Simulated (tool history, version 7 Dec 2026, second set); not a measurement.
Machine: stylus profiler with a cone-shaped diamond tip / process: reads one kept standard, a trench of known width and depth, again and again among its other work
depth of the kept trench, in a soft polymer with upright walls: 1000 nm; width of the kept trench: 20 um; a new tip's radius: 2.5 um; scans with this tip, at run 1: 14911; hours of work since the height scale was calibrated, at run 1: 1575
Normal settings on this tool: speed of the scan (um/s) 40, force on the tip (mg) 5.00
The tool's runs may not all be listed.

run	hour	speed of the scan (um/s)	force on the tip (mg)	scans with this tip	hours of work since the height scale was calibrated	depth of the trench (Å)	width of the trench's floor (um)
1	0.0	40	5.00	14911	1575	10187.6	15.88
2	44.7	22	5.00	15217	1608	10185.0	15.98
3	75.4	43	5.00	15426	1630	10185.7	15.89
4	129.8	43	5.00	15798	1669	10183.2	15.87
5	176.3	43	5.00	16116	1703	10182.4	15.85
6	219.3	43	5.00	16410	1734	10184.2	15.83
# hour 224.3: height scale calibrated on a step standard
7	259.3	43	5.00	16680	25	10184.6	15.86
8	315.3	40	2.48	17063	66	10110.6	15.77
9	342.0	40	2.48	17245	85	10112.9	15.77
10	369.3	46	5.00	17431	105	10185.8	15.80
11	421.6	46	5.00	17789	142	10181.6	15.87
12	467.9	52	9.67	18105	176	10287.0	15.87
13	494.2	19	11.07	18285	195	10311.3	15.96
14	548.5	13	11.07	18656	234	10311.2	15.96
15	582.1	41	3.25	18886	258	10137.6	15.80
16	623.9	41	3.25	19172	289	10137.4	15.83

What does the tool deliver on the next run?
17	654.3	83	2.01	19379	310	?	?

depth of the trench (Å): 10101.0
width of the trench's floor (um): 15.59
Minus the tool's unlogged condition, the same run would have read depth of the trench (Å) 10101.0, width of the trench's floor (um) 15.60.
